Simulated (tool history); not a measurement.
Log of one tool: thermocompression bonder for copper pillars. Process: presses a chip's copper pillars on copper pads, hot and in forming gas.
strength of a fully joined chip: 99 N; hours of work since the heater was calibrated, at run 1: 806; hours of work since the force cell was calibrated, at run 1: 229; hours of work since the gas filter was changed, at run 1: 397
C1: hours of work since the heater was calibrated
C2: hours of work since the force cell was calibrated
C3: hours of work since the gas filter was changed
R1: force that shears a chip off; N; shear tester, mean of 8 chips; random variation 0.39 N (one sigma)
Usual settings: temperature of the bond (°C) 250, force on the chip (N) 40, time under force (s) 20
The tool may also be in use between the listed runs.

{"run": 1, "day": 0.0, "temperature of the bond (°C)": 250, "force on the chip (N)": 40, "time under force (s)": 20, "C1": 806, "C2": 229, "C3": 397, "R1": 40.5}
{"run": 2, "day": 0.308, "temperature of the bond (°C)": 250, "force on the chip (N)": 40, "time under force (s)": 20, "C1": 812, "C2": 234, "C3": 403, "R1": 40.6}
{"day": 0.725, "done": "forming gas filter changed"}
{"run": 3, "day": 0.833, "temperature of the bond (°C)": 250, "force on the chip (N)": 40, "time under force (s)": 20, "C1": 821, "C2": 244, "C3": 2, "R1": 43.9}
{"run": 4, "day": 1.371, "temperature of the bond (°C)": 250, "force on the chip (N)": 40, "time under force (s)": 20, "C1": 831, "C2": 254, "C3": 12, "R1": 43}
{"run": 5, "day": 1.692, "temperature of the bond (°C)": 250, "force on the chip (N)": 40, "time under force (s)": 20, "C1": 837, "C2": 260, "C3": 18, "R1": 43.4}
{"run": 6, "day": 2.162, "temperature of the bond (°C)": 250, "force on the chip (N)": 40, "time under force (s)": 20, "C1": 845, "C2": 268, "C3": 26, "R1": 43.4}
{"run": 7, "day": 2.717, "temperature of the bond (°C)": 250, "force on the chip (N)": 40, "time under force (s)": 20, "C1": 856, "C2": 278, "C3": 37, "R1": 43}
{"run": 8, "day": 3.283, "temperature of the bond (°C)": 250, "force on the chip (N)": 40, "time under force (s)": 20, "C1": 866, "C2": 289, "C3": 47, "R1": 42.9}
{"run": 9, "day": 3.588, "temperature of the bond (°C)": 261, "force on the chip (N)": 40, "time under force (s)": 20, "C1": 872, "C2": 294, "C3": 53, "R1": 50.2}
{"run": 10, "day": 4.104, "temperature of the bond (°C)": 261, "force on the chip (N)": 40, "time under force (s)": 20, "C1": 881, "C2": 304, "C3": 62, "R1": 50.6}
{"run": 11, "day": 4.408, "temperature of the bond (°C)": 250, "force on the chip (N)": 40, "time under force (s)": 20, "C1": 887, "C2": 309, "C3": 68, "R1": 42.8}
{"run": 12, "day": 4.912, "temperature of the bond (°C)": 250, "force on the chip (N)": 40, "time under force (s)": 20, "C1": 896, "C2": 319, "C3": 77, "R1": 43.2}
{"run": 13, "day": 5.467, "temperature of the bond (°C)": 250, "force on the chip (N)": 32, "time under force (s)": 20, "C1": 906, "C2": 329, "C3": 87, "R1": 35}
{"run": 14, "day": 5.846, "temperature of the bond (°C)": 250, "force on the chip (N)": 32, "time under force (s)": 20, "C1": 913, "C2": 336, "C3": 94, "R1": 35.1}
{"run": 15, "day": 6.179, "temperature of the bond (°C)": 225, "force on the chip (N)": 26, "time under force (s)": 15, "C1": 919, "C2": 342, "C3": 100, "R1": 16.5}
{"run": 16, "day": 6.662, "temperature of the bond (°C)": 225, "force on the chip (N)": 26, "time under force (s)": 15, "C1": 928, "C2": 351, "C3": 109, "R1": 16.4}
{"run": 17, "day": 7.229, "temperature of the bond (°C)": 227, "force on the chip (N)": 29, "time under force (s)": 48, "C1": 938, "C2": 361, "C3": 120, "R1": 31.4}
{"run": 18, "day": 7.554, "temperature of the bond (°C)": 227, "force on the chip (N)": 31, "time under force (s)": 48, "C1": 944, "C2": 367, "C3": 125, "R1": 33.6}
{"run": 19, "day": 8.104, "temperature of the bond (°C)": 227, "force on the chip (N)": 31, "time under force (s)": 48, "C1": 955, "C2": 377, "C3": 136, "R1": 33}
{"run": 20, "day": 8.675, "temperature of the bond (°C)": 273, "force on the chip (N)": 33, "time under force (s)": 43, "C1": 965, "C2": 388, "C3": 146, "R1": 62.1}
{"run": 21, "day": 8.925, "temperature of the bond (°C)": 247, "force on the chip (N)": 33, "time under force (s)": 16, "C1": 970, "C2": 392, "C3": 151, "R1": 31.3}
{"run": 22, "day": 9.442, "temperature of the bond (°C)": 273, "force on the chip (N)": 40, "time under force (s)": 24, "C1": 979, "C2": 402, "C3": 160, "R1": 59.3}
{"run": 23, "day": 9.85, "temperature of the bond (°C)": 250, "force on the chip (N)": 54, "time under force (s)": 58, "C1": 987, "C2": 409, "C3": 168, "R1": 72}
{"run": 24, "day": 10.371, "temperature of the bond (°C)": 227, "force on the chip (N)": 59, "time under force (s)": 11, "C1": 996, "C2": 419, "C3": 177, "R1": 32.1}
{"run": 25, "day": 10.671, "temperature of the bond (°C)": 227, "force on the chip (N)": 59, "time under force (s)": 11, "C1": 1002, "C2": 424, "C3": 183, "R1": 32.3}

Forecast each of these 5 alternatives for the next run:
{"run": "A", "day": 10.992, "temperature of the bond (°C)": 227, "force on the chip (N)": 59, "time under force (s)": 34, "C1": 1008, "C2": 430, "C3": 189, "R1": "?"}
{"run": "B", "day": 10.992, "temperature of the bond (°C)": 258, "force on the chip (N)": 59, "time under force (s)": 56, "C1": 1008, "C2": 430, "C3": 189, "R1": "?"}
{"run": "C", "day": 10.992, "temperature of the bond (°C)": 253, "force on the chip (N)": 40, "time under force (s)": 32, "C1": 1008, "C2": 430, "C3": 189, "R1": "?"}
{"run": "D", "day": 10.992, "temperature of the bond (°C)": 270, "force on the chip (N)": 37, "time under force (s)": 19, "C1": 1008, "C2": 430, "C3": 189, "R1": "?"}
{"run": "E", "day": 10.992, "temperature of the bond (°C)": 227, "force on the chip (N)": 59, "time under force (s)": 18, "C1": 1008, "C2": 430, "C3": 189, "R1": "?"}

run=A R1=48.3
run=B R1=79
run=C R1=51
run=D R1=49.3
run=E R1=38.6
Without the tool's hidden state the same runs would have given:
run=A R1=55.4
run=B R1=85.6
run=C R1=57.6
run=D R1=55.4
run=E R1=44.7
